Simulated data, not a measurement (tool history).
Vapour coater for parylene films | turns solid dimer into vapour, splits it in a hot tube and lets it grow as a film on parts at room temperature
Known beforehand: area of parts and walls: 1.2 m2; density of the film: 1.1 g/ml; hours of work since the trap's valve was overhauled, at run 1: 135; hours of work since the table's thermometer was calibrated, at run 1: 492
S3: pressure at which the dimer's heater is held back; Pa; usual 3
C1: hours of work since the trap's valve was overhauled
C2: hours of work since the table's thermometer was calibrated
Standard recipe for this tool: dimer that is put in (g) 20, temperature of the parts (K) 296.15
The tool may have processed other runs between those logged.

Run 1, hour 0: usual settings; C1 135; C2 492. Result: thickness of the film (um) 7.8.
Run 2, hour 12.2: usual settings but dimer that is put in (g) 32; C1 143; C2 500. Result: thickness of the film (um) 12.52.
Run 3, hour 28.7: usual settings; C1 155; C2 512. Result: thickness of the film (um) 7.85.
Run 4, hour 44.8: usual settings but S3 2.24 Pa; C1 166; C2 523. Result: thickness of the film (um) 8.23.
Run 5, hour 59.2: usual settings; C1 175; C2 532. Result: thickness of the film (um) 7.65.
Run 6, hour 73.7: usual settings; C1 185; C2 542. Result: thickness of the film (um) 7.72.
Run 7, hour 90.4: usual settings; C1 197; C2 554. Result: thickness of the film (um) 7.69.
Run 8, hour 107.4: usual settings; C1 208; C2 565. Result: thickness of the film (um) 7.7.
Run 9, hour 122.3: usual settings; C1 218; C2 575. Result: thickness of the film (um) 7.6.
Run 10, hour 142.6: usual settings; C1 232; C2 589. Result: thickness of the film (um) 7.57.
At hour 147.5: trap's valve overhauled.
Run 11, hour 157.5: usual settings; C1 7; C2 597. Result: thickness of the film (um) 7.33.
Run 12, hour 175.6: usual settings; C1 19; C2 609. Result: thickness of the film (um) 7.38.
Run 13, hour 187.8: usual settings; C1 27; C2 617. Result: thickness of the film (um) 7.28.
Run 14, hour 203.2: usual settings but temperature of the parts (K) 294.15; C1 38; C2 628. Result: thickness of the film (um) 7.84.
At hour 208.3: trap's valve overhauled, once more.
Run 15, hour 228.4: usual settings but dimer that is put in (g) 31, temperature of the parts (K) 298.15, S3 2.68 Pa; C1 14; C2 642. Result: thickness of the film (um) 11.83.
Run 16, hour 238.1: usual settings but S3 4.95 Pa; C1 20; C2 649. Result: thickness of the film (um) 7.34.
Run 17, hour 258.4: usual settings but dimer that is put in (g) 16, temperature of the parts (K) 293.15, S3 3.5 Pa; C1 34; C2 663. Result: thickness of the film (um) 7.02.
Run 18, hour 272.4: usual settings but temperature of the parts (K) 290.15, S3 9.92 Pa; C1 44; C2 672. Result: thickness of the film (um) 7.82.

Branching from run 18: 3 alternative next runs. What would each branch give?
Run A, hour 283.5: usual settings but dimer that is put in (g) 30, S3 3.6 Pa; C1 51; C2 680. Result: thickness of the film (um) ?.
Run B, hour 283.5: usual settings but S3 5.71 Pa; C1 51; C2 680. Result: thickness of the film (um) ?.
Run C, hour 283.5: usual settings but dimer that is put in (g) 30, temperature of the parts (K) 290.15, S3 9.92 Pa; C1 51; C2 680. Result: thickness of the film (um) ?.

run  thickness of the film (um)
  A                       11.69
  B                        7.01
  C                       11.71
Stripped of hidden state, with their random variation kept, the same runs would have yielded:
run  thickness of the film (um)
  A                       11.92
  B                        7.15
  C                       11.94

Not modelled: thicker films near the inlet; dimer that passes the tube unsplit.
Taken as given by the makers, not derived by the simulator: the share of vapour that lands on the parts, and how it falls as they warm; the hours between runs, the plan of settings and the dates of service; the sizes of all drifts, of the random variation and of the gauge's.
